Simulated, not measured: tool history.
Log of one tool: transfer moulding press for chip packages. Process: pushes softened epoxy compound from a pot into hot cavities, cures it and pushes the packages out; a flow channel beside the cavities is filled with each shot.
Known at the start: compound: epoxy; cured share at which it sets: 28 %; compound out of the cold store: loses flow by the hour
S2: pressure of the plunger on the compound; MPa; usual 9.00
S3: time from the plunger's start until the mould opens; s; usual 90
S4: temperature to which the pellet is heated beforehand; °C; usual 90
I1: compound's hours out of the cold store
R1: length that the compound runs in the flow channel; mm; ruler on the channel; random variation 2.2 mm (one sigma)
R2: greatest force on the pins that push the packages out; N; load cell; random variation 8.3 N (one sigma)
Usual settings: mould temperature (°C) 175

run 1 hour=0.0 | mould_temperature_(°C)=175 S2=9.00 S3=90 S4=90 | I1=16.9 | R1=584 R2=529
run 2 hour=68.1 | mould_temperature_(°C)=175 S2=9.00 S3=90 S4=90 | I1=35.2 | R1=548 R2=754
-- hour=98.8 cavities cleaned with cleaning compound and waxed
run 3 hour=109.5 | mould_temperature_(°C)=183 S2=9.00 S3=90 S4=90 | I1=27.7 | R1=539 R2=695
-- hour=168.4 mould's thermocouples calibrated
run 4 hour=173.1 | mould_temperature_(°C)=175 S2=9.04 S3=90 S4=90 | I1=20.4 | R1=562 R2=852
run 5 hour=207.0 | mould_temperature_(°C)=175 S2=9.04 S3=90 S4=90 | I1=32.6 | R1=540 R2=783
-- hour=219.2 cavities cleaned with cleaning compound and waxed
run 6 hour=250.8 | mould_temperature_(°C)=175 S2=8.47 S3=90 S4=90 | I1=8.3 | R1=556 R2=540
-- hour=279.4 plunger's sealing rings changed
run 7 hour=287.3 | mould_temperature_(°C)=175 S2=8.47 S3=90 S4=90 | I1=33.6 | R1=551 R2=641
-- hour=336.8 cavities cleaned with cleaning compound and waxed
run 8 hour=342.2 | mould_temperature_(°C)=175 S2=9.00 S3=90 S4=90 | I1=23.2 | R1=577 R2=416
run 9 hour=393.4 | mould_temperature_(°C)=175 S2=9.00 S3=90 S4=90 | I1=18.6 | R1=583 R2=632
run 10 hour=447.7 | mould_temperature_(°C)=175 S2=9.00 S3=90 S4=90 | I1=43.3 | R1=534 R2=703
-- hour=455.1 cavities cleaned with cleaning compound and waxed
-- hour=497.7 cavities cleaned with cleaning compound and waxed, once more
run 11 hour=509.7 | mould_temperature_(°C)=175 S2=9.00 S3=90 S4=94 | I1=29.8 | R1=554 R2=448
run 12 hour=578.6 | mould_temperature_(°C)=175 S2=9.00 S3=90 S4=94 | I1=30.0 | R1=543 R2=668
run 13 hour=610.8 | mould_temperature_(°C)=175 S2=9.00 S3=124 S4=90 | I1=14.6 | R1=566 R2=490
-- hour=618.6 cavities cleaned with cleaning compound and waxed
run 14 hour=679.6 | mould_temperature_(°C)=175 S2=9.00 S3=74 S4=90 | I1=42.4 | R1=521 R2=985

Run 15 comes next. What will it give?
run 15 hour=721.2 | mould_temperature_(°C)=175 S2=9.00 S3=74 S4=90 | I1=46.3 | R1=? R2=?

{"run 15": {"R1": 509, "R2": 1153}}
Without the tool's hidden state the same run would have given R1 545 mm, R2 585 N.
